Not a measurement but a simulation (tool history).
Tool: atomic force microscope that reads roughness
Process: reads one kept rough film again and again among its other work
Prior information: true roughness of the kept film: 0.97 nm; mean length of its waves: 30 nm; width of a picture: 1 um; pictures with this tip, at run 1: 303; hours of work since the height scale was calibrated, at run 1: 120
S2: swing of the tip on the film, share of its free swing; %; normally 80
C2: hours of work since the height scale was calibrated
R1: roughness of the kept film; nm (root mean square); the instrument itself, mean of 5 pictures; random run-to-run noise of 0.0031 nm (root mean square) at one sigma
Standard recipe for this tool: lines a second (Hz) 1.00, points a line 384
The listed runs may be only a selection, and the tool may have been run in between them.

{"run": 1, "day": 0.0, "lines a second (Hz)": 1.0, "S2": 80, "points a line": 384, "pictures with this tip": 303, "C2": 120, "R1": 0.87}
{"run": 2, "day": 0.367, "lines a second (Hz)": 1.0, "S2": 80, "points a line": 384, "pictures with this tip": 323, "C2": 127, "R1": 0.863}
{"day": 0.671, "done": "new tip fitted"}
{"run": 3, "day": 1.208, "lines a second (Hz)": 1.0, "S2": 80, "points a line": 730, "pictures with this tip": 30, "C2": 142, "R1": 0.892}
{"run": 4, "day": 1.667, "lines a second (Hz)": 1.0, "S2": 80, "points a line": 730, "pictures with this tip": 56, "C2": 150, "R1": 0.889}
{"run": 5, "day": 2.175, "lines a second (Hz)": 1.0, "S2": 80, "points a line": 730, "pictures with this tip": 85, "C2": 159, "R1": 0.887}
{"run": 6, "day": 2.75, "lines a second (Hz)": 1.0, "S2": 80, "points a line": 730, "pictures with this tip": 117, "C2": 169, "R1": 0.887}
{"run": 7, "day": 3.446, "lines a second (Hz)": 1.0, "S2": 80, "points a line": 730, "pictures with this tip": 156, "C2": 182, "R1": 0.88}
{"run": 8, "day": 4.117, "lines a second (Hz)": 1.12, "S2": 80, "points a line": 730, "pictures with this tip": 194, "C2": 194, "R1": 0.879}
{"run": 9, "day": 4.875, "lines a second (Hz)": 1.0, "S2": 80, "points a line": 384, "pictures with this tip": 237, "C2": 208, "R1": 0.874}
{"run": 10, "day": 5.667, "lines a second (Hz)": 1.0, "S2": 80, "points a line": 384, "pictures with this tip": 281, "C2": 222, "R1": 0.872}
{"run": 11, "day": 6.346, "lines a second (Hz)": 1.0, "S2": 80, "points a line": 384, "pictures with this tip": 319, "C2": 234, "R1": 0.867}
{"day": 6.708, "done": "new tip fitted"}
{"run": 12, "day": 6.892, "lines a second (Hz)": 1.0, "S2": 57, "points a line": 384, "pictures with this tip": 10, "C2": 244, "R1": 0.932}
{"run": 13, "day": 7.654, "lines a second (Hz)": 3.43, "S2": 80, "points a line": 384, "pictures with this tip": 53, "C2": 257, "R1": 0.778}
{"run": 14, "day": 8.383, "lines a second (Hz)": 1.0, "S2": 85, "points a line": 384, "pictures with this tip": 94, "C2": 270, "R1": 0.869}
{"run": 15, "day": 9.258, "lines a second (Hz)": 1.0, "S2": 85, "points a line": 384, "pictures with this tip": 143, "C2": 286, "R1": 0.863}
{"run": 16, "day": 9.662, "lines a second (Hz)": 1.0, "S2": 60, "points a line": 384, "pictures with this tip": 165, "C2": 293, "R1": 0.913}
{"run": 17, "day": 10.171, "lines a second (Hz)": 1.0, "S2": 60, "points a line": 384, "pictures with this tip": 194, "C2": 303, "R1": 0.911}
{"run": 18, "day": 11.004, "lines a second (Hz)": 3.14, "S2": 60, "points a line": 384, "pictures with this tip": 241, "C2": 317, "R1": 0.874}
{"run": 19, "day": 11.858, "lines a second (Hz)": 1.0, "S2": 71, "points a line": 384, "pictures with this tip": 289, "C2": 333, "R1": 0.893}
{"run": 20, "day": 12.488, "lines a second (Hz)": 1.0, "S2": 71, "points a line": 384, "pictures with this tip": 324, "C2": 344, "R1": 0.886}
{"day": 12.742, "done": "new tip fitted"}
{"run": 21, "day": 13.175, "lines a second (Hz)": 1.0, "S2": 71, "points a line": 946, "pictures with this tip": 25, "C2": 356, "R1": 0.915}
{"run": 22, "day": 14.071, "lines a second (Hz)": 1.0, "S2": 66, "points a line": 396, "pictures with this tip": 75, "C2": 372, "R1": 0.913}
{"run": 23, "day": 14.667, "lines a second (Hz)": 1.0, "S2": 66, "points a line": 396, "pictures with this tip": 109, "C2": 383, "R1": 0.909}
{"run": 24, "day": 15.425, "lines a second (Hz)": 2.51, "S2": 79, "points a line": 432, "pictures with this tip": 151, "C2": 397, "R1": 0.819}
{"run": 25, "day": 16.242, "lines a second (Hz)": 1.66, "S2": 79, "points a line": 546, "pictures with this tip": 197, "C2": 411, "R1": 0.855}
{"run": 26, "day": 16.771, "lines a second (Hz)": 1.66, "S2": 79, "points a line": 546, "pictures with this tip": 227, "C2": 421, "R1": 0.85}
{"run": 27, "day": 17.192, "lines a second (Hz)": 3.65, "S2": 56, "points a line": 546, "pictures with this tip": 251, "C2": 428, "R1": 0.888}
{"run": 28, "day": 17.979, "lines a second (Hz)": 1.28, "S2": 80, "points a line": 384, "pictures with this tip": 295, "C2": 443, "R1": 0.858}
{"day": 18.079, "done": "height scale calibrated on a step standard"}
{"day": 18.8, "done": "new tip fitted"}
{"run": 29, "day": 18.925, "lines a second (Hz)": 1.0, "S2": 80, "points a line": 374, "pictures with this tip": 7, "C2": 15, "R1": 0.887}
{"run": 30, "day": 19.333, "lines a second (Hz)": 1.0, "S2": 80, "points a line": 374, "pictures with this tip": 29, "C2": 22, "R1": 0.891}
{"run": 31, "day": 20.079, "lines a second (Hz)": 2.78, "S2": 84, "points a line": 464, "pictures with this tip": 71, "C2": 36, "R1": 0.781}
{"run": 32, "day": 20.633, "lines a second (Hz)": 2.78, "S2": 84, "points a line": 464, "pictures with this tip": 103, "C2": 45, "R1": 0.78}
{"run": 33, "day": 21.142, "lines a second (Hz)": 2.78, "S2": 84, "points a line": 681, "pictures with this tip": 131, "C2": 55, "R1": 0.789}
{"day": 21.292, "done": "height scale calibrated on a step standard, once more"}
{"run": 34, "day": 22.046, "lines a second (Hz)": 2.77, "S2": 78, "points a line": 959, "pictures with this tip": 180, "C2": 14, "R1": 0.808}
{"run": 35, "day": 22.517, "lines a second (Hz)": 2.77, "S2": 78, "points a line": 959, "pictures with this tip": 206, "C2": 22, "R1": 0.808}
{"run": 36, "day": 23.192, "lines a second (Hz)": 0.94, "S2": 76, "points a line": 781, "pictures with this tip": 244, "C2": 34, "R1": 0.885}
{"run": 37, "day": 23.708, "lines a second (Hz)": 0.63, "S2": 71, "points a line": 783, "pictures with this tip": 273, "C2": 43, "R1": 0.909}
{"run": 38, "day": 24.071, "lines a second (Hz)": 3.62, "S2": 80, "points a line": 384, "pictures with this tip": 294, "C2": 50, "R1": 0.753}
{"run": 39, "day": 24.529, "lines a second (Hz)": 3.62, "S2": 68, "points a line": 384, "pictures with this tip": 319, "C2": 58, "R1": 0.825}

Alternative continuations, all from the tool just after run 39; predict every row:
{"day": 24.879, "done": "new tip fitted"}
{"run": "A", "day": 25.238, "lines a second (Hz)": 2.1, "S2": 57, "points a line": 272, "pictures with this tip": 20, "C2": 71, "R1": "?"}
{"day": 24.879, "done": "new tip fitted"}
{"run": "B", "day": 25.238, "lines a second (Hz)": 0.94, "S2": 67, "points a line": 508, "pictures with this tip": 20, "C2": 71, "R1": "?"}
{"day": 24.879, "done": "new tip fitted"}
{"run": "C", "day": 25.238, "lines a second (Hz)": 1.0, "S2": 76, "points a line": 384, "pictures with this tip": 20, "C2": 71, "R1": "?"}
{"day": 24.879, "done": "new tip fitted"}
{"run": "D", "day": 25.238, "lines a second (Hz)": 1.35, "S2": 61, "points a line": 394, "pictures with this tip": 20, "C2": 71, "R1": "?"}

run=A R1=0.905
run=B R1=0.922
run=C R1=0.896
run=D R1=0.917
What these runs would have given with no unlogged condition in the tool:
run=A R1=0.906
run=B R1=0.923
run=C R1=0.897
run=D R1=0.918
